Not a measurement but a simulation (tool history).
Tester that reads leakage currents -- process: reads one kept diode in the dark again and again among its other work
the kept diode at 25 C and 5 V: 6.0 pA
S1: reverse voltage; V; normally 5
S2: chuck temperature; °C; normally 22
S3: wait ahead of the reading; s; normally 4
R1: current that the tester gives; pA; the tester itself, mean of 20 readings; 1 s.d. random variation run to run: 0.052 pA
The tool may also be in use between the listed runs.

run 1 hour=0 | S1=5 S2=22 S3=4 | R1=5.03
run 2 hour=27.1 | S1=5 S2=22 S3=4 | R1=5.01
run 3 hour=59.9 | S1=5 S2=22 S3=4 | R1=4.99
run 4 hour=87.5 | S1=5 S2=22 S3=4 | R1=5.03
run 5 hour=105.1 | S1=5 S2=22 S3=4 | R1=5.06
run 6 hour=128.1 | S1=5 S2=22 S3=4 | R1=5.11
run 7 hour=158.8 | S1=5 S2=22 S3=4 | R1=5.04
-- hour=181.8 chuck's temperature calibrated
run 8 hour=184.2 | S1=5 S2=22 S3=4 | R1=5.45
run 9 hour=201 | S1=5 S2=22 S3=4 | R1=5.36
run 10 hour=230.8 | S1=5 S2=22 S3=4 | R1=5.3
run 11 hour=258.5 | S1=5 S2=22 S3=4 | R1=5.43
run 12 hour=283.5 | S1=5 S2=22 S3=4 | R1=5.46
run 13 hour=300.2 | S1=5 S2=22 S3=4 | R1=5.4
run 14 hour=328.2 | S1=5 S2=22 S3=4.73 | R1=5.33
run 15 hour=360.6 | S1=10.58 S2=23 S3=2.95 | R1=9.5
run 16 hour=394.7 | S1=5 S2=54 S3=0.66 | R1=42.67
run 17 hour=413.5 | S1=5 S2=54 S3=0.66 | R1=42.74
run 18 hour=430.2 | S1=3.36 S2=54 S3=0.66 | R1=33.99
run 19 hour=463.2 | S1=8.74 S2=22 S3=0.74 | R1=10.24
run 20 hour=480.9 | S1=8.74 S2=22 S3=0.74 | R1=10.23
run 21 hour=514.1 | S1=12.53 S2=20 S3=1.24 | R1=10.43
run 22 hour=531.5 | S1=5 S2=22 S3=1.56 | R1=6.01
run 23 hour=546 | S1=5 S2=22 S3=1.56 | R1=5.94
run 24 hour=577.1 | S1=5 S2=22 S3=1.56 | R1=6.07
run 25 hour=604.5 | S1=5 S2=22 S3=1.56 | R1=6.02
run 26 hour=620.5 | S1=1.18 S2=26 S3=0.43 | R1=3.67
run 27 hour=639.9 | S1=1.39 S2=51 S3=0.96 | R1=16.9

Branching from run 27: 5 alternative next runs. What would each branch give?
run A hour=668.7 | S1=1.26 S2=26 S3=6.41 | R1=?
run B hour=668.7 | S1=5 S2=22 S3=4.06 | R1=?
run C hour=668.7 | S1=1.2 S2=26 S3=2.4 | R1=?
run D hour=668.7 | S1=6.35 S2=22 S3=0.32 | R1=?
run E hour=668.7 | S1=1.59 S2=24 S3=2.28 | R1=?

run=A R1=3.15
run=B R1=5.4
run=C R1=2.94
run=D R1=11.2
run=E R1=3.14
The same runs, with their run-to-run variation unchanged, on a tool lacking any hidden condition would have given:
run=A R1=3.12
run=B R1=5.13
run=C R1=2.9
run=D R1=10.83
run=E R1=3.08

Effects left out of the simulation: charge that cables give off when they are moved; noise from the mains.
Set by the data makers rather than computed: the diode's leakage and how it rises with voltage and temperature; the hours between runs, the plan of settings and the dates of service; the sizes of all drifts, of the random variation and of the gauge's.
